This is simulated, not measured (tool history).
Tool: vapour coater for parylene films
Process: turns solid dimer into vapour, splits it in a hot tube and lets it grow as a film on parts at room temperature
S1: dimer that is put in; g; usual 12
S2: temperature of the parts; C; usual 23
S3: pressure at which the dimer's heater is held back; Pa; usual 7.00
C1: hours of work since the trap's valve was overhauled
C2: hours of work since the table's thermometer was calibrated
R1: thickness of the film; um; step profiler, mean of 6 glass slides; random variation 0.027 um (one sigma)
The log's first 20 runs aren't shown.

| run | hour | S1 | S2 | S3 | C1 | C2 | R1 |
|---|---|---|---|---|---|---|---|
| 21 | 262.5 | 12 | 16 | 7.00 | 18 | 116 | 5.38 |
| 22 | 279.4 | 12 | 23 | 7.00 | 26 | 123 | 4.81 |
| 23 | 297.0 | 12 | 23 | 7.00 | 33 | 131 | 4.79 |
| 24 | 304.7 | 12 | 23 | 7.00 | 36 | 134 | 4.77 |
| 25 | 318.4 | 12 | 16 | 7.00 | 42 | 140 | 5.38 |
| 26 | 334.5 | 12 | 16 | 7.00 | 49 | 147 | 5.31 |
| 27 | 347.5 | 12 | 16 | 7.00 | 54 | 152 | 5.32 |
| 28 | 365.7 | 12 | 16 | 7.00 | 62 | 160 | 5.40 |
| 29 | 376.9 | 12 | 16 | 7.00 | 66 | 164 | 5.29 |
| 30 | 392.0 | 11 | 25 | 7.19 | 73 | 171 | 4.20 |
| 31 | 406.1 | 11 | 29 | 5.88 | 79 | 177 | 4.03 |
| 32 | 417.4 | 11 | 29 | 5.88 | 83 | 181 | 4.04 |
| 33 | 433.6 | 7 | 33 | 9.25 | 90 | 188 | 2.28 |
| 34 | 443.1 | 7 | 33 | 9.25 | 94 | 192 | 2.28 |
| 35 | 451.7 | 6 | 21 | 3.40 | 98 | 196 | 2.69 |
| 36 | 460.9 | 6 | 21 | 3.40 | 102 | 200 | 2.68 |
| 37 | 474.2 | 9 | 28 | 7.43 | 107 | 205 | 3.27 |

Forecast run 38:
| 38 | 492.2 | 19 | 23 | 6.79 | 115 | 213 | ? |

{"run 38": {"R1": 7.52}}
Without the tool's hidden state the same run would have given R1 7.66 um.

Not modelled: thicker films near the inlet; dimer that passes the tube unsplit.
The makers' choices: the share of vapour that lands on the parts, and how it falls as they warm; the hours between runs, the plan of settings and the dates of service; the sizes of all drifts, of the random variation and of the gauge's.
